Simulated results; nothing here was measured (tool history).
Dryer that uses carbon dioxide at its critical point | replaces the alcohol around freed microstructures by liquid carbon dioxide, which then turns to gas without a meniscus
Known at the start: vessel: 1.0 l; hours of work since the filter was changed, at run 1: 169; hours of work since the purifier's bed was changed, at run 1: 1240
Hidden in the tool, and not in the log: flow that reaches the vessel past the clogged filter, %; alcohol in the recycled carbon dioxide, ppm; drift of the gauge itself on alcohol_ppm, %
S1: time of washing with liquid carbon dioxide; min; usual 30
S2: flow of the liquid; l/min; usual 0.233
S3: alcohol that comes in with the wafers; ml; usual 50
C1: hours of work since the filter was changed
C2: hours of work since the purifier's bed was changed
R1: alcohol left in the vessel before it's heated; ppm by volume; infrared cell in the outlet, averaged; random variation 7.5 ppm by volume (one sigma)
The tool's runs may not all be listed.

| run | hour | S1 | S2 | S3 | C1 | C2 | R1 |
|---|---|---|---|---|---|---|---|
| 1 | 0.0 | 30 | 0.233 | 50 | 169 | 1240 | 573 |
| 2 | 52.3 | 30 | 0.233 | 50 | 195 | 1266 | 592 |
| 3 | 96.6 | 30 | 0.384 | 50 | 217 | 1288 | 176 |
| 4 | 161.7 | 30 | 0.384 | 50 | 249 | 1320 | 188 |
| 5 | 205.3 | 30 | 0.384 | 50 | 271 | 1342 | 183 |
| 6 | 245.6 | 30 | 0.384 | 50 | 291 | 1362 | 186 |
|  | 256.7 | purifier's bed changed |
| 7 | 300.4 | 30 | 0.233 | 81 | 317 | 22 | 774 |
| 8 | 347.8 | 30 | 0.233 | 50 | 340 | 45 | 501 |
| 9 | 382.0 | 30 | 0.233 | 50 | 357 | 62 | 502 |
| 10 | 432.5 | 30 | 0.233 | 50 | 382 | 87 | 533 |
| 11 | 495.3 | 30 | 0.233 | 50 | 414 | 119 | 540 |
| 12 | 548.9 | 44 | 0.210 | 63 | 440 | 145 | 181 |
| 13 | 616.2 | 20 | 0.236 | 34 | 474 | 179 | 1678 |
| 14 | 679.9 | 20 | 0.233 | 50 | 505 | 210 | 2559 |
| 15 | 731.1 | 20 | 0.233 | 50 | 531 | 236 | 2579 |
| 16 | 793.4 | 20 | 0.233 | 50 | 562 | 267 | 2595 |
| 17 | 834.8 | 21 | 0.237 | 42 | 582 | 287 | 1845 |
|  | 849.9 | inlet filter changed |
| 18 | 864.5 | 25 | 0.182 | 42 | 7 | 302 | 1880 |

Forecast each of these 3 alternatives for the next run:
| A | 908.9 | 30 | 0.233 | 56 | 29 | 324 | ? |
| B | 908.9 | 25 | 0.348 | 27 | 29 | 324 | ? |
| C | 908.9 | 42 | 0.307 | 46 | 29 | 324 | ? |

| run | R1 |
|---|---|
| A | 487 |
| B | 91 |
| C | 47 |
Without the tool's hidden state the same runs would have given:
| run | R1 |
|---|---|
| A | 425 |
| B | 48 |
| C | 6 |

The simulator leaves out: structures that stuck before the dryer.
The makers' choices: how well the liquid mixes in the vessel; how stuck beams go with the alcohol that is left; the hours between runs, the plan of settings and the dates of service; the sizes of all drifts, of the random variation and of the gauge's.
